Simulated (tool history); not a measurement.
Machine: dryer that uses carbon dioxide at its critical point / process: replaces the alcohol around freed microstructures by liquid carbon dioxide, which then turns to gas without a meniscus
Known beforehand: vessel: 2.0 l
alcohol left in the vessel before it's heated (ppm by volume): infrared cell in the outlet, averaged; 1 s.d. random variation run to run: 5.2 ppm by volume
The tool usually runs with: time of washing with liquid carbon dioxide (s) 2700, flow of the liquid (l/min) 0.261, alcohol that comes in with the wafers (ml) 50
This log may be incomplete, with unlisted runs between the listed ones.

| run | day | time of washing with liquid carbon dioxide (s) | flow of the liquid (l/min) | alcohol that comes in with the wafers (ml) | alcohol left in the vessel before it's heated (ppm by volume) |
|---|---|---|---|---|---|
| 1 | 0 | 2700 | 0.261 | 50 | 136 |
| 2 | 0.279 | 2700 | 0.261 | 50 | 149 |
| 3 | 0.746 | 2700 | 0.261 | 50 | 147 |
| 4 | 0.979 | 2700 | 0.261 | 50 | 145 |
| 5 | 1.208 | 2700 | 0.261 | 50 | 154 |
| 6 | 1.504 | 2700 | 0.261 | 50 | 157 |
| 7 | 1.888 | 2700 | 0.171 | 50 | 826 |
| 8 | 2.304 | 2700 | 0.171 | 50 | 823 |
| 9 | 2.55 | 2700 | 0.261 | 50 | 166 |
| 10 | 2.833 | 2700 | 0.261 | 50 | 156 |
| 11 | 3.258 | 2700 | 0.261 | 50 | 162 |
| 12 | 3.617 | 2700 | 0.261 | 67 | 207 |
| 13 | 4.038 | 2700 | 0.261 | 31 | 124 |
| 14 | 4.417 | 2700 | 0.261 | 31 | 127 |
| 15 | 4.879 | 2700 | 0.255 | 50 | 191 |
| 16 | 5.2 | 2700 | 0.255 | 50 | 191 |
| 17 | 5.412 | 2700 | 0.255 | 50 | 208 |
| 18 | 5.733 | 2700 | 0.261 | 42 | 166 |
| 19 | 6.171 | 2700 | 0.261 | 42 | 167 |
| 20 | 6.442 | 2700 | 0.261 | 50 | 183 |
| 21 | 6.788 | 2700 | 0.198 | 51 | 544 |
| 22 | 7.225 | 2700 | 0.369 | 28 | 60 |
| 23 | 7.529 | 2280 | 0.359 | 83 | 148 |
| 24 | 7.867 | 2340 | 0.278 | 22 | 159 |
| 25 | 8.267 | 2700 | 0.261 | 49 | 193 |
| 26 | 8.608 | 2700 | 0.261 | 49 | 197 |
| 27 | 8.833 | 2700 | 0.261 | 49 | 195 |
| 28 | 9.279 | 2700 | 0.261 | 49 | 204 |
| 29 | 9.504 | 1680 | 0.261 | 98 | 1942 |
| 30 | 9.858 | 1680 | 0.261 | 98 | 1952 |
| 31 | 10.146 | 1680 | 0.261 | 98 | 1966 |
| 32 | 10.567 | 1980 | 0.415 | 84 | 156 |
| 33 | 10.817 | 1740 | 0.179 | 35 | 1919 |
| 34 | 11.183 | 3780 | 0.384 | 24 | 74 |
| 35 | 11.433 | 2700 | 0.261 | 52 | 237 |
| 36 | 11.696 | 3480 | 0.439 | 40 | 75 |
| 37 | 11.95 | 3480 | 0.354 | 40 | 79 |
| 38 | 12.3 | 3480 | 0.354 | 40 | 88 |
| 39 | 12.812 | 3480 | 0.165 | 40 | 415 |

Each row is a separate what-if for the run after 39, all from the same tool condition, not one after another. Results?
| A | 13.104 | 3240 | 0.375 | 32 | ? |
| B | 13.104 | 4200 | 0.22 | 50 | ? |
| C | 13.104 | 1800 | 0.261 | 50 | ? |
| D | 13.104 | 2700 | 0.303 | 50 | ? |

| run | alcohol left in the vessel before it's heated (ppm by volume) |
|---|---|
| A | 87 |
| B | 121 |
| C | 881 |
| D | 143 |
Without the tool's hidden state the same runs would have given:
| run | alcohol left in the vessel before it's heated (ppm by volume) |
|---|---|
| A | 6 |
| B | 27 |
| C | 542 |
| D | 33 |

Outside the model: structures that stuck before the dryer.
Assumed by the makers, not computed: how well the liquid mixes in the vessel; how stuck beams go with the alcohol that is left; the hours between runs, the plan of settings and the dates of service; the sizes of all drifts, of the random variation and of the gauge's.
